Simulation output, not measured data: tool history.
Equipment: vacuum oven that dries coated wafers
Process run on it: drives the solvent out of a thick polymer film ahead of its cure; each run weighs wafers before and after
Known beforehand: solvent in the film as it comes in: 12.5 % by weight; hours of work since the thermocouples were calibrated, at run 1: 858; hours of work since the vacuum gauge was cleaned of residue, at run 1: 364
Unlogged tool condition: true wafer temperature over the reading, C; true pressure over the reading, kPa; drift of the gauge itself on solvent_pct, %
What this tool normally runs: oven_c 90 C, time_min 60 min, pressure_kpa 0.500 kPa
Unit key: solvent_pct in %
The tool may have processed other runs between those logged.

| run | hour | oven_c | time_min | pressure_kpa | hours of work since the thermocouples were calibrated | hours of work since the vacuum gauge was cleaned of residue | solvent_pct |
|---|---|---|---|---|---|---|---|
| 1 | 0.0 | 90 | 60 | 0.500 | 858 | 364 | 0.54 |
| 2 | 15.7 | 90 | 60 | 0.500 | 864 | 370 | 0.53 |
| 3 | 25.6 | 90 | 60 | 0.500 | 869 | 375 | 0.56 |
| 4 | 45.8 | 90 | 60 | 0.500 | 877 | 383 | 0.52 |
| 5 | 64.4 | 90 | 60 | 0.500 | 885 | 391 | 0.49 |
| 6 | 75.7 | 90 | 60 | 0.500 | 889 | 396 | 0.55 |
| 7 | 86.2 | 90 | 60 | 0.500 | 894 | 400 | 0.56 |
| 8 | 96.4 | 90 | 60 | 0.500 | 898 | 404 | 0.53 |
| 9 | 120.5 | 90 | 60 | 0.500 | 908 | 414 | 0.52 |
| 10 | 142.0 | 90 | 60 | 0.500 | 917 | 423 | 0.52 |
| 11 | 163.0 | 75 | 60 | 0.500 | 926 | 432 | 2.44 |
| 12 | 180.9 | 75 | 60 | 0.500 | 933 | 439 | 2.43 |
| 13 | 192.3 | 75 | 60 | 0.500 | 938 | 444 | 2.44 |
| 14 | 213.7 | 88 | 60 | 0.500 | 947 | 453 | 0.67 |
| 15 | 224.1 | 88 | 60 | 0.500 | 951 | 458 | 0.65 |
| 16 | 245.4 | 102 | 60 | 0.500 | 960 | 466 | 0.20 |
| 17 | 262.9 | 90 | 92 | 1.179 | 968 | 474 | 0.64 |
| 18 | 280.1 | 93 | 60 | 1.624 | 975 | 481 | 0.80 |
| 19 | 303.7 | 93 | 51 | 1.506 | 985 | 491 | 0.90 |
| 20 | 316.0 | 93 | 51 | 1.506 | 990 | 496 | 0.92 |
|  | 321.6 | oven's thermocouples calibrated |
| 21 | 330.2 | 95 | 60 | 0.500 | 4 | 501 | 0.42 |
| 22 | 349.6 | 90 | 82 | 1.215 | 12 | 509 | 0.75 |
| 23 | 371.8 | 93 | 68 | 0.497 | 21 | 518 | 0.39 |
| 24 | 391.5 | 95 | 60 | 1.976 | 29 | 527 | 0.96 |
| 25 | 410.1 | 88 | 36 | 0.500 | 37 | 534 | 2.02 |
| 26 | 422.1 | 98 | 46 | 0.500 | 42 | 539 | 0.44 |

Same runs, no hidden state in the tool, same run-to-run variation:
| run | solvent_pct |
|---|---|
| 1 | 0.63 |
| 2 | 0.62 |
| 3 | 0.64 |
| 4 | 0.61 |
| 5 | 0.57 |
| 6 | 0.64 |
| 7 | 0.64 |
| 8 | 0.61 |
| 9 | 0.61 |
| 10 | 0.61 |
| 11 | 2.79 |
| 12 | 2.78 |
| 13 | 2.79 |
| 14 | 0.79 |
| 15 | 0.77 |
| 16 | 0.19 |
| 17 | 0.66 |
| 18 | 0.88 |
| 19 | 1.02 |
| 20 | 1.04 |
| 21 | 0.37 |
| 22 | 0.69 |
| 23 | 0.33 |
| 24 | 0.91 |
| 25 | 1.99 |
| 26 | 0.39 |
